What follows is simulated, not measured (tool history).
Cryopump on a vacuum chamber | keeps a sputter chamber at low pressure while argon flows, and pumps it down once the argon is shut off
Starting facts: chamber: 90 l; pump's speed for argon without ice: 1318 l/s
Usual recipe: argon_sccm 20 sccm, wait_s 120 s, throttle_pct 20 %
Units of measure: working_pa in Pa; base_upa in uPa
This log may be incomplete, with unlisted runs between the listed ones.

| run | hour | argon_sccm | wait_s | throttle_pct | working_pa | base_upa |
|---|---|---|---|---|---|---|
| 1 | 0.0 | 20 | 120 | 20 | 0.1289 | 1.83 |
| 2 | 85.8 | 20 | 120 | 20 | 0.1289 | 2.01 |
| 3 | 136.0 | 20 | 120 | 20 | 0.1292 | 2.06 |
| 4 | 194.3 | 20 | 81 | 20 | 0.1297 | 2.34 |
| 5 | 265.9 | 20 | 120 | 20 | 0.1300 | 2.32 |
| 6 | 326.1 | 20 | 120 | 20 | 0.1305 | 2.41 |
| 7 | 413.0 | 20 | 120 | 17 | 0.1537 | 2.55 |
| 8 | 498.4 | 20 | 120 | 17 | 0.1548 | 2.78 |
|  | 536.4 | pump warmed up, emptied and cooled again |
| 9 | 554.5 | 13 | 120 | 17 | 0.0978 | 2.52 |
| 10 | 626.9 | 13 | 120 | 17 | 0.0982 | 2.58 |
| 11 | 716.1 | 13 | 120 | 17 | 0.0991 | 2.88 |
| 12 | 771.2 | 13 | 120 | 17 | 0.0990 | 2.91 |
| 13 | 834.3 | 13 | 120 | 17 | 0.0996 | 3.03 |
| 14 | 877.8 | 20 | 120 | 20 | 0.1310 | 3.06 |
| 15 | 951.9 | 20 | 120 | 20 | 0.1315 | 3.23 |
| 16 | 1040.4 | 20 | 120 | 20 | 0.1322 | 3.48 |
| 17 | 1087.7 | 20 | 120 | 20 | 0.1324 | 3.47 |
|  | 1109.4 | pump warmed up, emptied and cooled again |
| 18 | 1141.6 | 20 | 120 | 20 | 0.1297 | 3.29 |
| 19 | 1188.9 | 9 | 61 | 20 | 0.0582 | 3.69 |

Forecast run 20:
| 20 | 1239.8 | 36 | 109 | 40 | ? | ? |

{"run 20": {"working_pa": 0.1181, "base_upa": 3.49}}
The same run, on a tool lacking any hidden state, would have yielded working_pa 0.1154 Pa, base_upa 0.58 uPa.

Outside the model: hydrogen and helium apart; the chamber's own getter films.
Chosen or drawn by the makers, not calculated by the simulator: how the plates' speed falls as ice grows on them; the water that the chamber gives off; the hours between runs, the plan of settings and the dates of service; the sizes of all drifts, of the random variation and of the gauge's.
